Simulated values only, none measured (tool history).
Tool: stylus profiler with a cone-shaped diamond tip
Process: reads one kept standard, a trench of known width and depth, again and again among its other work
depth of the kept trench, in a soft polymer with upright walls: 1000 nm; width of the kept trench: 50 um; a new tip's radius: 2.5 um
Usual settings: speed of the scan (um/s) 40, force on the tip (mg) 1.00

run    day  speed of the scan (um/s)  force on the tip (mg)  depth of the trench (Å)  width of the trench's floor (um)
  1  0.000                        40                   1.00                  10072.3                             45.68
  2  1.371                        40                   0.83                  10066.6                             45.68
  3  2.483                        40                   0.83                  10066.1                             45.61
  4  4.100                        40                   0.83                  10061.2                             45.70
  5  6.167                        40                   0.83                  10066.8                             45.61
  6  8.096                        10                   0.57                  10052.2                             45.90

Run 7 comes next. What will it give?
  7  9.254                        13                   2.37                        ?                                 ?

depth of the trench (Å): 10128.9
width of the trench's floor (um): 45.91
Without the tool's hidden state the same run would have given depth of the trench (Å) 10128.8, width of the trench's floor (um) 45.92.

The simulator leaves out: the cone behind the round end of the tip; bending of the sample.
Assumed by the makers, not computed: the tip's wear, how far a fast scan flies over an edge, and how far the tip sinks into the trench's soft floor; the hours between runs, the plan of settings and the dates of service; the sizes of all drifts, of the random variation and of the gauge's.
